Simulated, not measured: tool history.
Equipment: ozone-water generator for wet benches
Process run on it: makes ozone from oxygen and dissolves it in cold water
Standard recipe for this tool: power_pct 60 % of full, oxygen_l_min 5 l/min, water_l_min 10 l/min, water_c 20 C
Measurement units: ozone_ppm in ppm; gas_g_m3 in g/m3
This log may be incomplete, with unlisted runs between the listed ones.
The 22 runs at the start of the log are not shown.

run,hour,power_pct,oxygen_l_min,water_l_min,water_c,ozone_ppm,gas_g_m3
23,1290.8,58,4.72,9,25,22.8,151.8
24,1372.4,60,3.78,10,23,23.9,178.5
25,1409.5,60,3.78,10,23,24.1,178
26,1467.8,60,3.78,10,23,23.8,179
27,1550.6,60,3.78,10,23,23.7,176.2
28,1599.9,60,3.78,10,23,23.8,174.8
29,1682.4,60,3.78,10,23,23.8,178.1
30,1762.4,56,4.63,13,20,20,151
31,1817.7,57,4.63,10,20,23.4,151.8
32,1852.7,77,5.07,10,19,26.9,165.3
33,1902.5,77,5.07,10,19,27,166.7

3 options for the next run, each taken on its own from the tool as it stands now. Forecast them:
A,1951.7,48,5.07,14,19,?,?
B,1951.7,77,4.57,7,16,?,?
C,1951.7,77,5.07,10,16,?,?

run,ozone_ppm,gas_g_m3
A,17.2,133.1
B,35.6,176.3
C,28.5,163.8
Had the tool no hidden state, the same runs would have come out as:
run,ozone_ppm,gas_g_m3
A,19.4,146.9
B,40.9,200.7
C,32.9,186.5
